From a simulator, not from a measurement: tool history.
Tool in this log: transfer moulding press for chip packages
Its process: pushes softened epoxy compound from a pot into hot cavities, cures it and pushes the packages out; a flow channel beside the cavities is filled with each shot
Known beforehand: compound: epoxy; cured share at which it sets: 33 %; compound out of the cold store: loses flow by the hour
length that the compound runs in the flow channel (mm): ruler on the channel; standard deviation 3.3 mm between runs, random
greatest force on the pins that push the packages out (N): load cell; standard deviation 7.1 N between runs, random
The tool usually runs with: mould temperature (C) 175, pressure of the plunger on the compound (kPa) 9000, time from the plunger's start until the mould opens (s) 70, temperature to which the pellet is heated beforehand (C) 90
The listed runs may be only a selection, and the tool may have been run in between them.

run,hour,mould temperature (C),pressure of the plunger on the compound (kPa),time from the plunger's start until the mould opens (s),temperature to which the pellet is heated beforehand (C),incoming compound's hours out of the cold store,length that the compound runs in the flow channel (mm),greatest force on the pins that push the packages out (N)
1,0,175,9000,70,90,22,555,329
2,18.2,175,9000,70,90,28.1,541,441
3,32.1,175,9000,70,90,27,542,504
# hour 53.1: cavities cleaned with cleaning compound and waxed
4,57.3,175,9000,70,90,32.9,513,347
# hour 71: mould's thermocouples calibrated
5,83.1,175,9000,70,90,35.3,505,477
# hour 107.7: cavities cleaned with cleaning compound and waxed
6,107.7,175,9000,70,90,19,554,332
7,122.2,175,9000,70,90,24.8,525,409
8,134.2,175,9000,70,90,34.3,497,469
# hour 160.2: cavities cleaned with cleaning compound and waxed
9,160.2,175,9000,70,90,32.9,503,307
10,180,170,9000,70,90,45.1,463,539
# hour 200: plunger's sealing rings changed
11,201.4,170,9000,70,90,43.8,508,642
# hour 215.3: cavities cleaned with cleaning compound and waxed
12,221.5,170,9000,70,90,43.4,509,460
13,242.8,175,7040,70,90,42.5,444,456
14,259.4,175,7040,70,90,25,498,542
# hour 267.5: cavities cleaned with cleaning compound and waxed
15,277.5,170,7550,57,85,28.3,506,820
16,301.9,170,9820,62,85,16.6,625,1008
17,315.3,170,9820,62,85,14.7,630,1065
# hour 320.2: cavities cleaned with cleaning compound and waxed
18,333.1,170,9820,62,85,10.1,643,822
19,355.4,175,9000,97,90,40.7,493,347
# hour 373: cavities cleaned with cleaning compound and waxed
20,378.9,178,9100,77,92,25.3,540,268
21,396.3,178,9100,77,92,11.3,592,352
22,415.5,175,9000,56,84,39.4,491,908
# hour 425.7: cavities cleaned with cleaning compound and waxed
23,432.4,169,9000,73,84,44.1,482,434
24,451.6,170,8450,102,89,39.7,475,332
25,468.1,177,7060,84,95,40.2,425,380
# hour 478.5: cavities cleaned with cleaning compound and waxed
26,485.7,175,9000,70,86,22,539,376
27,496.7,175,9000,70,86,30.8,502,449

Each row is a separate what-if for the run after 27, all from the same tool condition, not one after another. Results?
A,521.7,175,9700,64,83,35.3,?,?
B,521.7,175,9000,70,92,15.2,?,?
C,521.7,175,9000,70,95,23.2,?,?
D,521.7,175,7290,70,83,39.1,?,?
E,521.7,175,7600,96,89,35.4,?,?

run,length that the compound runs in the flow channel (mm),greatest force on the pins that push the packages out (N)
A,519,671
B,563,552
C,525,539
D,437,522
E,446,370
With no hidden state in the tool, these same runs would have given:
run,length that the compound runs in the flow channel (mm),greatest force on the pins that push the packages out (N)
A,563,381
B,612,312
C,571,304
D,475,296
E,485,215
